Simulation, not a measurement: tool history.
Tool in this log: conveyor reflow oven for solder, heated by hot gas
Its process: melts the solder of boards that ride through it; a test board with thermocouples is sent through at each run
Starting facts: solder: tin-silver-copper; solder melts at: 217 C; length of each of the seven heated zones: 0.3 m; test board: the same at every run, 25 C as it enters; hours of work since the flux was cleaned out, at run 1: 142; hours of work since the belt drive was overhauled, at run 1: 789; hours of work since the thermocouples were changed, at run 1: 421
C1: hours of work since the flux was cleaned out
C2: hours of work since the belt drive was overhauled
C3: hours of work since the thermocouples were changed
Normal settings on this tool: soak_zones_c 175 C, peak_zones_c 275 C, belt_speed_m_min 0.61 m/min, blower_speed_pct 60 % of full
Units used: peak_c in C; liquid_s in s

Run 1, hour 0: usual settings; C1 142; C2 789; C3 421. Result: peak_c 255.5 C, liquid_s 46.5 s.
Run 2, hour 25.7: usual settings; C1 162; C2 809; C3 441. Result: peak_c 255.3 C, liquid_s 46.7 s.
Run 3, hour 38.3: usual settings; C1 172; C2 818; C3 451. Result: peak_c 255.6 C, liquid_s 46.6 s.
Run 4, hour 56.4: usual settings; C1 186; C2 832; C3 465. Result: peak_c 255 C, liquid_s 46.7 s.
Run 5, hour 69.3: usual settings but belt_speed_m_min 0.526 m/min; C1 196; C2 842; C3 475. Result: peak_c 259.5 C, liquid_s 57.2 s.
Run 6, hour 90.6: usual settings; C1 213; C2 859; C3 491. Result: peak_c 255 C, liquid_s 46.7 s.
Run 7, hour 113.8: usual settings; C1 231; C2 877; C3 509. Result: peak_c 255.2 C, liquid_s 46.5 s.
Run 8, hour 137.2: usual settings; C1 249; C2 895; C3 528. Result: peak_c 254.9 C, liquid_s 46.5 s.
Run 9, hour 154.1: usual settings; C1 262; C2 908; C3 541. Result: peak_c 254.9 C, liquid_s 46.5 s.
Run 10, hour 166.6: usual settings; C1 272; C2 918; C3 550. Result: peak_c 254.7 C, liquid_s 46.4 s.
Run 11, hour 184.4: usual settings; C1 286; C2 932; C3 564. Result: peak_c 254.7 C, liquid_s 46.5 s.
Run 12, hour 196.5: usual settings; C1 295; C2 941; C3 574. Result: peak_c 254.5 C, liquid_s 46.6 s.
Run 13, hour 216.9: usual settings but soak_zones_c 172 C, belt_speed_m_min 0.538 m/min; C1 311; C2 957; C3 589. Result: peak_c 258.3 C, liquid_s 54.5 s.
At hour 232.3: flux residue cleaned out of gas plates and filters.
Run 14, hour 236.4: usual settings but soak_zones_c 170 C, peak_zones_c 283 C, belt_speed_m_min 0.687 m/min, blower_speed_pct 51 % of full; C1 3; C2 968; C3 601. Result: peak_c 252.8 C, liquid_s 38 s.
Run 15, hour 253.4: usual settings but soak_zones_c 186 C, peak_zones_c 274 C, belt_speed_m_min 0.635 m/min, blower_speed_pct 51 % of full; C1 16; C2 982; C3 614. Result: peak_c 252.1 C, liquid_s 46.2 s.

5 ways to go on from here, each from the tool as it stands after run 15. What would each give?
Run A, hour 266.2: usual settings but soak_zones_c 186 C, peak_zones_c 267 C, belt_speed_m_min 0.635 m/min, blower_speed_pct 51 % of full; C1 26; C2 992; C3 624. Result: peak_c ?, liquid_s ?.
Run B, hour 266.2: usual settings but soak_zones_c 182 C, peak_zones_c 280 C, belt_speed_m_min 0.725 m/min; C1 26; C2 992; C3 624. Result: peak_c ?, liquid_s ?.
Run C, hour 266.2: usual settings but soak_zones_c 186 C, peak_zones_c 272 C, belt_speed_m_min 0.635 m/min, blower_speed_pct 51 % of full; C1 26; C2 992; C3 624. Result: peak_c ?, liquid_s ?.
Run D, hour 266.2: usual settings but soak_zones_c 168 C, peak_zones_c 285 C, belt_speed_m_min 0.635 m/min, blower_speed_pct 62 % of full; C1 26; C2 992; C3 624. Result: peak_c ?, liquid_s ?.
Run E, hour 266.2: usual settings but soak_zones_c 161 C, belt_speed_m_min 0.703 m/min; C1 26; C2 992; C3 624. Result: peak_c ?, liquid_s ?.

run  peak_c  liquid_s
  A   246.7      43.1
  B   254.9      40.1
  C   251.4      45.4
  D   261.6      46.1
  E   246.9      32.3
The same runs, with their run-to-run variation unchanged, on a tool lacking any hidden condition would have given:
run  peak_c  liquid_s
  A   247.3        42
  B   255.3        39
  C     252      44.3
  D   262.1        45
  E   247.2      31.5

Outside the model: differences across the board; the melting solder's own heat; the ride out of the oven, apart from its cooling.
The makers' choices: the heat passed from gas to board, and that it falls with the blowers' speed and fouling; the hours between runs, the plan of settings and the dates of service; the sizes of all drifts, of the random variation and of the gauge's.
